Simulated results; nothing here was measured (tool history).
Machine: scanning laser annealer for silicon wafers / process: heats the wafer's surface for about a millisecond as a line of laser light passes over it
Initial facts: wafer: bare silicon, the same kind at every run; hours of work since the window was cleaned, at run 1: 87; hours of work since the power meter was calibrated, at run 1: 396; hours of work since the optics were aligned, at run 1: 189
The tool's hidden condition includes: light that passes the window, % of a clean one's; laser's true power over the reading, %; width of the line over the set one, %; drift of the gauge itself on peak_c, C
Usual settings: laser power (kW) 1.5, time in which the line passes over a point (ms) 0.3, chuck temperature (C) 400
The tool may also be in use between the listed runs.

run,day,laser power (kW),time in which the line passes over a point (ms),chuck temperature (C),hours of work since the window was cleaned,hours of work since the power meter was calibrated,hours of work since the optics were aligned,highest temperature of the surface (C)
1,0,1.5,0.3,400,87,396,189,1171
2,0.938,1.582,0.3,400,100,409,202,1210
3,1.762,1.5,0.3,400,110,419,213,1169
4,2.658,1.5,0.3,400,122,431,225,1171
5,3.267,1.521,0.3,400,130,439,233,1183
6,3.729,1.521,0.3,400,136,445,239,1176
7,4.458,1.521,0.3,400,146,455,248,1178
8,4.908,1.539,0.3,400,152,461,254,1187
9,5.788,1.539,0.3,400,164,473,266,1187
10,6.279,1.539,0.3,400,170,479,272,1190
11,7.171,1.453,0.3,400,182,491,284,1144
12,7.8,1.453,0.3,400,190,499,292,1142
13,8.662,1.453,0.3,400,202,511,304,1144
14,9.612,1.453,0.3,400,214,523,316,1144
15,10.567,1.352,0.3,400,227,536,329,1093
16,11.108,1.5,0.3,400,234,543,336,1165
17,11.592,1.5,0.3,400,240,549,342,1163
18,12.042,1.5,0.3,400,246,555,348,1164
19,12.933,1.5,0.3,400,258,567,360,1164
20,13.758,1.5,0.3,400,269,578,371,1167
21,14.442,1.5,0.3,400,278,587,380,1163
22,15.367,1.5,0.3,400,290,599,392,1163
23,16.15,1.587,0.319,399,300,609,403,1228
24,16.683,1.566,0.261,421,307,616,410,1171
# day 16.804: window over the wafer cleaned
25,17.579,1.566,0.261,421,10,627,420,1167
26,18.229,1.327,0.375,421,19,636,429,1168
# day 19.221: window over the wafer cleaned, once more
27,19.221,1.358,0.316,402,0,648,441,1110
28,20.012,1.358,0.369,405,10,658,451,1168
29,20.675,1.641,0.255,413,19,667,460,1190
30,21.542,1.641,0.255,413,31,678,472,1192
31,22.212,1.464,0.255,375,40,687,480,1073
32,22.746,1.648,0.3,400,47,694,487,1243
33,23.275,1.648,0.3,361,53,701,494,1200
34,24.225,1.505,0.325,399,66,714,507,1196
35,24.95,1.505,0.325,367,76,723,517,1164
36,25.625,1.5,0.3,414,85,732,526,1179
37,26.112,1.539,0.251,387,91,739,532,1111
38,26.65,1.638,0.238,400,98,746,539,1153
39,27.162,1.577,0.3,424,105,753,546,1229
40,27.971,1.581,0.293,400,116,763,556,1192
41,28.804,1.457,0.3,400,127,774,567,1141

Hidden state at the last listed run before each entry between runs and at the first one after, where it differs:
Runs 24 to 25: window over the wafer cleaned (day 16.804)
  light that passes the window, % of a clean one's: 99.07 -> 98.85; width of the line over the set one, %: 1.53 -> 1.57
  what was measured, less what the result would be without the hidden state, highest temperature of the surface (C): -15 -> -17
Runs 26 to 27: window over the wafer cleaned, once more (day 19.221)
  light that passes the window, % of a clean one's: 98.83 -> 99.84; width of the line over the set one, %: 1.6 -> 1.64
  what was measured, less what the result would be without the hidden state, highest temperature of the surface (C): -17 -> -10

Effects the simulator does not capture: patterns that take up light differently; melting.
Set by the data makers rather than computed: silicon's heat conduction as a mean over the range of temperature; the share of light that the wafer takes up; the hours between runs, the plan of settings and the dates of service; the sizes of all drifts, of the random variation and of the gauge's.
